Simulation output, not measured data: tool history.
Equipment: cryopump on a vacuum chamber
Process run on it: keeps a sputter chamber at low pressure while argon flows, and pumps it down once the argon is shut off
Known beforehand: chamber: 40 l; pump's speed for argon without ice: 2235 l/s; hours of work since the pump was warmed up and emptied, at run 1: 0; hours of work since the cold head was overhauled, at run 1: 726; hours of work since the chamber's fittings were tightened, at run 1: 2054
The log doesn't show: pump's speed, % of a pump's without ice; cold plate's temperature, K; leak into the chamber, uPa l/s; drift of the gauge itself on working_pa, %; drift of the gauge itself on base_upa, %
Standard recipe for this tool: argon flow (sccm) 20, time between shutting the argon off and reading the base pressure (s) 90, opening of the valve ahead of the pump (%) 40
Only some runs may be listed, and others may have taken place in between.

run	hour	argon flow (sccm)	time between shutting the argon off and reading the base pressure (s)	opening of the valve ahead of the pump (%)	hours of work since the pump was warmed up and emptied	hours of work since the cold head was overhauled	hours of work since the chamber's fittings were tightened	pressure while argon flows (Pa)	pressure after the wait (uPa)
1	0	20	90	40	0	726	2054	0.0372	1.34
2	17.2	20	90	40	15	742	2069	0.0377	1.35
3	30.7	20	74	40	27	754	2081	0.0386	1.43
4	52	20	74	40	47	773	2100	0.0381	1.44
5	65.9	25	90	40	59	785	2113	0.0481	1.4
6	83.4	25	90	40	75	801	2129	0.0485	1.41
7	99.2	25	90	40	89	815	2143	0.0464	1.42
8	112.4	20	90	40	101	827	2155	0.0384	1.37
9	129.1	29	90	40	116	842	2169	0.0564	1.44
10	150.5	20	90	40	135	861	2189	0.039	1.44
11	167.9	20	90	40	150	877	2204	0.0389	1.46
12	182.5	20	30	40	163	890	2217	0.0397	2.27
13	197.3	20	30	40	177	903	2230	0.0394	2.21
14	208.3	20	89	40	186	913	2240	0.0384	1.51
15	230.3	20	89	40	206	933	2260	0.0391	1.51
16	246.7	11	68	15	221	947	2275	0.0562	1.6
17	267	16	55	49	239	965	2293	0.0254	1.77
18	287.3	16	55	49	257	984	2311	0.0264	1.78
19	300.8	16	114	35	269	996	2323	0.037	1.43
20	323.7	33	157	50	290	1016	2344	0.0544	1.41
21	346.6	35	133	41	310	1037	2364	0.0682	1.49
22	366.1	14	50	32	328	1054	2382	0.0348	1.89
23	375.7	25	252	18	336	1063	2390	0.1086	1.41
24	393.6	25	252	18	352	1079	2406	0.1085	1.44
25	409.8	9	81	18	367	1093	2421	0.0399	1.73
26	429.2	9	37	50	384	1111	2438	0.0147	2.22
27	451.6	9	37	50	404	1131	2458	0.0146	2.22
28	469	37	275	38	420	1146	2474	0.0791	1.47

Same runs, no hidden state in the tool, same run-to-run variation:
run	pressure while argon flows (Pa)	pressure after the wait (uPa)
1	0.037	0.53
2	0.0374	0.53
3	0.0382	0.6
4	0.0377	0.6
5	0.0474	0.53
6	0.0477	0.53
7	0.0455	0.53
8	0.0376	0.48
9	0.0551	0.53
10	0.038	0.51
11	0.0378	0.56
12	0.0385	1.32
13	0.0381	1.27
14	0.0371	0.55
15	0.0376	0.53
16	0.0553	0.63
17	0.024	0.78
18	0.025	0.74
19	0.0354	0.42
20	0.0509	0.35
21	0.0643	0.41
22	0.0331	0.81
23	0.1056	0.31
24	0.1053	0.3
25	0.0387	0.59
26	0.0134	1.07
27	0.0132	1.06
28	0.0734	0.27
